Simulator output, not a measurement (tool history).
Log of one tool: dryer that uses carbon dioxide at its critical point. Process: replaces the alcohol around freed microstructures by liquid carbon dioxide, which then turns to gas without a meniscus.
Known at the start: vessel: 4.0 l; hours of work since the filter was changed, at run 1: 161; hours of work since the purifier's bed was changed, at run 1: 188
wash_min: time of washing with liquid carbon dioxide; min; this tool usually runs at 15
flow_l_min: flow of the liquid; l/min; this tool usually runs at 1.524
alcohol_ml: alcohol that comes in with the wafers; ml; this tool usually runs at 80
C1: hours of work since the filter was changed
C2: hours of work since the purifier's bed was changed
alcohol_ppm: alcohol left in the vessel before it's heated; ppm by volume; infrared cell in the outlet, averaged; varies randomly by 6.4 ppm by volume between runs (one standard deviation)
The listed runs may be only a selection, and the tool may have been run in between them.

run 1 hour=0 | wash_min=15 flow_l_min=1.524 alcohol_ml=80 | C1=161 C2=188 | alcohol_ppm=351
run 2 hour=8 | wash_min=15 flow_l_min=1.524 alcohol_ml=80 | C1=165 C2=192 | alcohol_ppm=356
run 3 hour=13.3 | wash_min=15 flow_l_min=1.524 alcohol_ml=80 | C1=168 C2=195 | alcohol_ppm=352
run 4 hour=21.9 | wash_min=15 flow_l_min=1.524 alcohol_ml=80 | C1=172 C2=199 | alcohol_ppm=348
run 5 hour=28.3 | wash_min=15 flow_l_min=1.524 alcohol_ml=80 | C1=175 C2=202 | alcohol_ppm=344
run 6 hour=38 | wash_min=15 flow_l_min=1.524 alcohol_ml=80 | C1=180 C2=207 | alcohol_ppm=357
run 7 hour=47.7 | wash_min=15 flow_l_min=1.524 alcohol_ml=80 | C1=185 C2=212 | alcohol_ppm=364
run 8 hour=54.2 | wash_min=23 flow_l_min=1.32 alcohol_ml=65 | C1=188 C2=216 | alcohol_ppm=95
run 9 hour=66.3 | wash_min=23 flow_l_min=0.99 alcohol_ml=85 | C1=194 C2=222 | alcohol_ppm=402
run 10 hour=74.3 | wash_min=13 flow_l_min=0.99 alcohol_ml=94 | C1=198 C2=226 | alcohol_ppm=2452
run 11 hour=83.1 | wash_min=14 flow_l_min=1.06 alcohol_ml=28 | C1=203 C2=230 | alcohol_ppm=528
run 12 hour=90.3 | wash_min=13 flow_l_min=1.52 alcohol_ml=34 | C1=206 C2=234 | alcohol_ppm=284
run 13 hour=95.3 | wash_min=15 flow_l_min=1.8 alcohol_ml=80 | C1=209 C2=236 | alcohol_ppm=189

Hidden state or all else? Some run-to-run changes of alcohol_ppm, split into what the settings, what came in and random variation would give without the hidden state, and what is left for the hidden state (with any gauge scatter that isn't in both results):
Hidden state present: flow that reaches the vessel past the clogged filter, %; alcohol in the recycled carbon dioxide, ppm; drift of the gauge itself on alcohol_ppm, %.
Run 9 -> 10: wash_min 23 -> 13, alcohol_ml 85 -> 94. alcohol_ppm +2050 ppm by volume: hidden state +262, all else +1788.
Run 10 -> 11: wash_min 13 -> 14, flow_l_min 0.99 -> 1.06, alcohol_ml 94 -> 28. alcohol_ppm -1924 ppm by volume: hidden state -265, all else -1659.
